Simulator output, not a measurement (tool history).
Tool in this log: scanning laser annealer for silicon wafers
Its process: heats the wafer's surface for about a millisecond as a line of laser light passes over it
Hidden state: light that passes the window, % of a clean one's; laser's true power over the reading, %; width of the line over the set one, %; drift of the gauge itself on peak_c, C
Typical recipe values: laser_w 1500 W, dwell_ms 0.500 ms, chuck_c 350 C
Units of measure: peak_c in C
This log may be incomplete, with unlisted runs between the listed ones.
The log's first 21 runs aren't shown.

| run | day | laser_w | dwell_ms | chuck_c | hours of work since the window was cleaned | hours of work since the power meter was calibrated | hours of work since the optics were aligned | peak_c |
|---|---|---|---|---|---|---|---|---|
| 22 | 18.567 | 1500 | 0.395 | 330 | 576 | 654 | 610 | 948 |
| 23 | 19.725 | 1517 | 0.482 | 345 | 588 | 666 | 621 | 1048 |
| 24 | 20.529 | 1517 | 0.482 | 323 | 596 | 674 | 630 | 1021 |
|  | 21.579 | window over the wafer cleaned |
| 25 | 21.821 | 1402 | 0.503 | 339 | 2 | 687 | 642 | 989 |
| 26 | 22.775 | 1402 | 0.503 | 339 | 12 | 696 | 652 | 991 |
| 27 | 24.012 | 1402 | 0.449 | 322 | 25 | 709 | 664 | 934 |
| 28 | 24.612 | 1417 | 0.449 | 322 | 31 | 715 | 670 | 940 |
| 29 | 25.467 | 1417 | 0.449 | 322 | 40 | 724 | 679 | 939 |
| 30 | 26.271 | 1417 | 0.449 | 322 | 48 | 732 | 687 | 942 |
| 31 | 27.483 | 1417 | 0.449 | 322 | 60 | 744 | 699 | 943 |
| 32 | 28.275 | 1417 | 0.530 | 361 | 68 | 752 | 708 | 1038 |
| 33 | 28.988 | 1284 | 0.353 | 385 | 75 | 760 | 715 | 874 |
|  | 29.933 | optics aligned, line set to its width |
| 34 | 30.433 | 1284 | 0.353 | 385 | 88 | 772 | 5 | 873 |
| 35 | 30.942 | 1533 | 0.402 | 388 | 93 | 777 | 10 | 1031 |
| 36 | 31.767 | 1355 | 0.351 | 315 | 101 | 786 | 19 | 827 |
| 37 | 32.483 | 1415 | 0.583 | 350 | 109 | 793 | 26 | 1066 |
| 38 | 33.129 | 1415 | 0.583 | 350 | 115 | 800 | 32 | 1063 |
| 39 | 34.383 | 1500 | 0.534 | 369 | 128 | 812 | 45 | 1096 |
| 40 | 35.246 | 1418 | 0.474 | 350 | 137 | 821 | 54 | 991 |
| 41 | 35.929 | 1500 | 0.500 | 340 | 144 | 828 | 61 | 1043 |

What will run 42 give?
| 42 | 36.962 | 1500 | 0.500 | 340 | 154 | 839 | 71 | ? |

peak_c: 1043 C
If the tool had no hidden condition, the same run with the same run-to-run variation would have returned peak_c 1043 C.
